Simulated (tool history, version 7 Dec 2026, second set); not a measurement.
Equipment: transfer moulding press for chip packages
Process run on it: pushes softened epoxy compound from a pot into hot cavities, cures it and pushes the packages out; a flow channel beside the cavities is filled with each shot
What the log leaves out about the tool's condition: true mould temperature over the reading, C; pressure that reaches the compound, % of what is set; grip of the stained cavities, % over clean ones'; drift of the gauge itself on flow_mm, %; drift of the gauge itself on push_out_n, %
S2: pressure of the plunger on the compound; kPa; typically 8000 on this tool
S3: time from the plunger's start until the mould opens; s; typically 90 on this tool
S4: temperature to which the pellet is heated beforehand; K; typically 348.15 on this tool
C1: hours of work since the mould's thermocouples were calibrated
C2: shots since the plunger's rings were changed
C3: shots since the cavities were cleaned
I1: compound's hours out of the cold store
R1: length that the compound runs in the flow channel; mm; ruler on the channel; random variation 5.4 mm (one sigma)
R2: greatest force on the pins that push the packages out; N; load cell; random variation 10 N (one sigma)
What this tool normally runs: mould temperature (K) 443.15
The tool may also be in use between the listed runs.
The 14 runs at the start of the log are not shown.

Run 15, day 5.083: usual settings but S4 355.15 K; C1 307; C2 1703; C3 732; I1 16.8. Result: R1 617 mm, R2 972 N.
Run 16, day 5.562: usual settings but S3 103 s, S4 356.15 K; C1 314; C2 1847; C3 876; I1 33.4. Result: R1 553 mm, R2 792 N.
At day 5.954: cavities cleaned with cleaning compound and waxed.
Run 17, day 6.046: usual settings but mould temperature (K) 439.15, S2 7720 kPa, S3 92 s; C1 321; C2 1975; C3 28; I1 40.8. Result: R1 544 mm, R2 622 N.
Run 18, day 6.533: usual settings but mould temperature (K) 439.15, S2 9190 kPa, S3 114 s, S4 343.15 K; C1 328; C2 2122; C3 175; I1 34.7. Result: R1 612 mm, R2 564 N.
Run 19, day 6.983: usual settings but mould temperature (K) 447.15, S4 350.15 K; C1 335; C2 2258; C3 311; I1 10.7. Result: R1 623 mm, R2 676 N.
Run 20, day 7.392: usual settings but mould temperature (K) 449.15, S4 354.15 K; C1 342; C2 2381; C3 434; I1 40.1. Result: R1 523 mm, R2 664 N.
Run 21, day 7.596: usual settings but mould temperature (K) 436.15, S3 80 s, S4 354.15 K; C1 345; C2 2443; C3 496; I1 29.8. Result: R1 599 mm, R2 1754 N.
Run 22, day 7.917: usual settings but mould temperature (K) 440.15, S2 6820 kPa, S3 74 s, S4 339.15 K; C1 350; C2 2540; C3 593; I1 25.6. Result: R1 543 mm, R2 1823 N.
Run 23, day 8.338: usual settings but mould temperature (K) 440.15, S2 6820 kPa, S3 74 s, S4 339.15 K; C1 357; C2 2666; C3 719; I1 29.8. Result: R1 533 mm, R2 1790 N.
Run 24, day 8.754: usual settings but mould temperature (K) 440.15, S2 8170 kPa, S3 101 s; C1 363; C2 2793; C3 846; I1 39.6. Result: R1 561 mm, R2 916 N.
Run 25, day 9.067: usual settings but S2 8720 kPa, S4 341.15 K; C1 368; C2 2887; C3 940; I1 43.5. Result: R1 555 mm, R2 968 N.
At day 9.242: cavities cleaned with cleaning compound and waxed.
Run 26, day 9.346: usual settings but mould temperature (K) 444.15, S2 8560 kPa, S3 81 s, S4 341.15 K; C1 371; C2 2952; C3 30; I1 20.7. Result: R1 613 mm, R2 623 N.
Run 27, day 9.671: usual settings but mould temperature (K) 444.15, S2 8040 kPa, S3 81 s, S4 358.15 K; C1 376; C2 3050; C3 128; I1 19.2. Result: R1 601 mm, R2 747 N.
Run 28, day 10.067: usual settings but S2 7850 kPa, S4 353.15 K; C1 383; C2 3170; C3 248; I1 40.5. Result: R1 531 mm, R2 693 N.
Run 29, day 10.325: usual settings but S2 6720 kPa, S4 338.15 K; C1 387; C2 3248; C3 326; I1 44.9. Result: R1 483 mm, R2 756 N.
Run 30, day 10.679: usual settings but mould temperature (K) 445.15; C1 392; C2 3356; C3 434; I1 17.5. Result: R1 593 mm, R2 757 N.

3 options for the next run, each taken on its own from the tool as it stands now. Forecast them:
Run A, day 11.042: usual settings but mould temperature (K) 445.15, S3 78 s, S4 356.15 K; C1 398; C2 3464; C3 542; I1 32.2. Result: R1 ?, R2 ?.
Run B, day 11.042: usual settings but S2 7460 kPa, S3 112 s, S4 354.15 K; C1 398; C2 3464; C3 542; I1 11.4. Result: R1 ?, R2 ?.
Run C, day 11.042: usual settings but mould temperature (K) 445.15, S3 91 s; C1 398; C2 3464; C3 542; I1 32.1. Result: R1 ?, R2 ?.

run   R1    R2
  A  547  1043
  B  601   696
  C  552   780
The same runs, with their run-to-run variation unchanged, on a tool lacking any hidden condition would have given:
run   R1   R2
  A  566  528
  B  622  359
  C  571  398
